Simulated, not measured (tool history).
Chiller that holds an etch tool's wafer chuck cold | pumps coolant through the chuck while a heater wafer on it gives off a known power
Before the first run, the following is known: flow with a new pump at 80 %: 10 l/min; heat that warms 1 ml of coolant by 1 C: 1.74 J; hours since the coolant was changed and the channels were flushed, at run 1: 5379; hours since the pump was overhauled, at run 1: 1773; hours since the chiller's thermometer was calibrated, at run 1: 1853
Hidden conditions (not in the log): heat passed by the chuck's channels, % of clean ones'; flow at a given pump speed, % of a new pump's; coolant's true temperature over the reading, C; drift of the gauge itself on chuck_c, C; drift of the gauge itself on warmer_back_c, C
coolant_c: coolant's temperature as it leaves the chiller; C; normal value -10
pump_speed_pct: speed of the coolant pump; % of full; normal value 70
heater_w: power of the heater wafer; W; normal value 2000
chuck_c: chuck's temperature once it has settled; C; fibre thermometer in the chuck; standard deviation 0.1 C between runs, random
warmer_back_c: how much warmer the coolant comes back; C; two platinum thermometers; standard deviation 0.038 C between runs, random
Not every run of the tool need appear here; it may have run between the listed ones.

run,hour,coolant_c,pump_speed_pct,heater_w,hours since the coolant was changed and the channels were flushed,hours since the pump was overhauled,hours since the chiller's thermometer was calibrated,chuck_c,warmer_back_c
1,0.0,-10,70,2000,5379,1773,1853,13.0,8.19
2,51.8,-10,70,2000,5431,1825,1905,13.2,8.29
3,99.3,-10,70,2000,5479,1872,1953,13.3,8.23
4,152.2,-10,70,1466,5532,1925,2006,7.0,6.02
5,204.4,-10,70,2000,5584,1977,2058,13.4,8.29
6,229.5,-10,70,2000,5609,2002,2083,13.4,8.21
7,272.6,-10,79,2000,5652,2045,2126,11.4,7.31
8,313.5,-10,70,2000,5693,2086,2167,13.4,8.31
9,347.8,-10,70,2000,5727,2121,2201,13.3,8.30
10,383.8,-10,70,2000,5763,2157,2237,13.5,8.21
11,431.7,-20,70,2000,5811,2205,2285,3.4,8.22
12,485.4,-20,70,2000,5865,2258,2339,3.5,8.33
13,525.9,-20,70,2000,5905,2299,2379,3.5,8.32
14,558.7,-10,70,2000,5938,2332,2412,13.6,8.27
15,606.7,-10,70,2000,5986,2380,2460,13.6,8.30
16,659.7,-10,70,1952,6039,2433,2513,13.0,8.06
17,707.5,-6,92,1952,6087,2480,2561,13.1,6.08
18,760.8,-6,92,1952,6140,2534,2614,13.1,6.08
19,793.5,-6,92,1952,6173,2566,2647,13.2,6.04
20,846.3,-7,92,1182,6226,2619,2700,4.7,3.71
21,879.9,-18,81,1765,6259,2653,2733,1.1,6.27
22,926.6,-19,84,1645,6306,2700,2780,-1.7,5.70
23,976.0,-16,70,2000,6355,2749,2829,8.1,8.43
24,1029.0,-16,70,1385,6408,2802,2882,0.7,5.80
25,1068.2,-5,70,2367,6448,2841,2922,23.5,9.90
26,1118.2,-10,76,2000,6498,2891,2972,12.7,7.73
27,1150.3,-10,90,2133,6530,2923,3004,11.2,6.85
28,1173.5,-3,69,1311,6553,2946,3027,13.0,5.57
29,1215.6,-3,69,1311,6595,2988,3069,13.1,5.53
30,1245.0,-4,69,1311,6624,3018,3098,12.1,5.60
31,1282.9,-12,66,1105,6662,3056,3136,1.8,4.89

Predict each of these 4 candidate next runs independently; none follows another, all start after run 31:
A,1305.6,-10,89,1392,6685,3079,3159,?,?
B,1305.6,-8,70,1451,6685,3079,3159,?,?
C,1305.6,-1,63,1105,6685,3079,3159,?,?
D,1305.6,-5,66,1470,6685,3079,3159,?,?

run,chuck_c,warmer_back_c
A,4.3,4.57
B,9.5,6.11
C,13.5,5.20
D,13.6,6.53
With the hidden condition removed and each run's random variation left untouched, the same runs would have given:
run,chuck_c,warmer_back_c
A,1.8,4.32
B,6.5,5.78
C,11.0,4.91
D,10.5,6.18
